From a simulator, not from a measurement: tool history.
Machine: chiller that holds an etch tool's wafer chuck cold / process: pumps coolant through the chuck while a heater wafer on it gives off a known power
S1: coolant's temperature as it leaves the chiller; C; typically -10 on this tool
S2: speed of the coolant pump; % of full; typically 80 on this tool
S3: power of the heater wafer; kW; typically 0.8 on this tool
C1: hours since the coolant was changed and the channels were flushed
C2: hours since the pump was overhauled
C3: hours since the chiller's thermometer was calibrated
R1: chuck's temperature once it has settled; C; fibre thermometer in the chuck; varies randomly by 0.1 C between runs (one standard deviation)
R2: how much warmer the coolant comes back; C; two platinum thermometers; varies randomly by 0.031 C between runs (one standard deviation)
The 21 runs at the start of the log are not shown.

run 22 day=62.342 | S1=-9 S2=73 S3=0.578 | C1=3688 C2=3272 C3=5215 | R1=-1.5 R2=1.96
run 23 day=66.317 | S1=-9 S2=64 S3=0.855 | C1=3784 C2=3367 C3=5310 | R1=3.8 R2=3.38
run 24 day=70.3 | S1=-4 S2=96 S3=0.545 | C1=3879 C2=3463 C3=5406 | R1=1.5 R2=1.33
run 25 day=73.758 | S1=-4 S2=96 S3=0.545 | C1=3962 C2=3546 C3=5489 | R1=1.3 R2=1.34
run 26 day=75.892 | S1=-10 S2=75 S3=0.667 | C1=4013 C2=3597 C3=5540 | R1=-1.4 R2=2.17
run 27 day=80.208 | S1=-10 S2=75 S3=0.667 | C1=4117 C2=3701 C3=5643 | R1=-1.4 R2=2.18
run 28 day=84.346 | S1=-10 S2=75 S3=0.667 | C1=4216 C2=3800 C3=5743 | R1=-1.5 R2=2.19
run 29 day=86.475 | S1=-6 S2=94 S3=0.714 | C1=4267 C2=3851 C3=5794 | R1=1.1 R2=1.76
run 30 day=89.471 | S1=-6 S2=94 S3=0.714 | C1=4339 C2=3923 C3=5866 | R1=1.3 R2=1.8
run 31 day=92.738 | S1=-6 S2=94 S3=0.714 | C1=4418 C2=4001 C3=5944 | R1=1.1 R2=1.84

Here are 3 independent what-if runs from the current tool condition. What would each one return?
-- day=93.775 chiller's thermometer calibrated
run A day=97.079 | S1=-20 S2=64 S3=0.888 | C1=4521 C2=4105 C3=79 | R1=? R2=?
-- day=93.775 chiller's thermometer calibrated
run B day=97.079 | S1=-10 S2=80 S3=0.916 | C1=4521 C2=4105 C3=79 | R1=? R2=?
-- day=93.775 chiller's thermometer calibrated
run C day=97.079 | S1=-12 S2=80 S3=0.8 | C1=4521 C2=4105 C3=79 | R1=? R2=?

run=A R1=-6.6 R2=3.5
run=B R1=0.8 R2=2.8
run=C R1=-2.4 R2=2.44
With the hidden condition removed and each run's random variation left untouched, the same runs would have given:
run=A R1=-6.6 R2=3.5
run=B R1=0.8 R2=2.79
run=C R1=-2.5 R2=2.43

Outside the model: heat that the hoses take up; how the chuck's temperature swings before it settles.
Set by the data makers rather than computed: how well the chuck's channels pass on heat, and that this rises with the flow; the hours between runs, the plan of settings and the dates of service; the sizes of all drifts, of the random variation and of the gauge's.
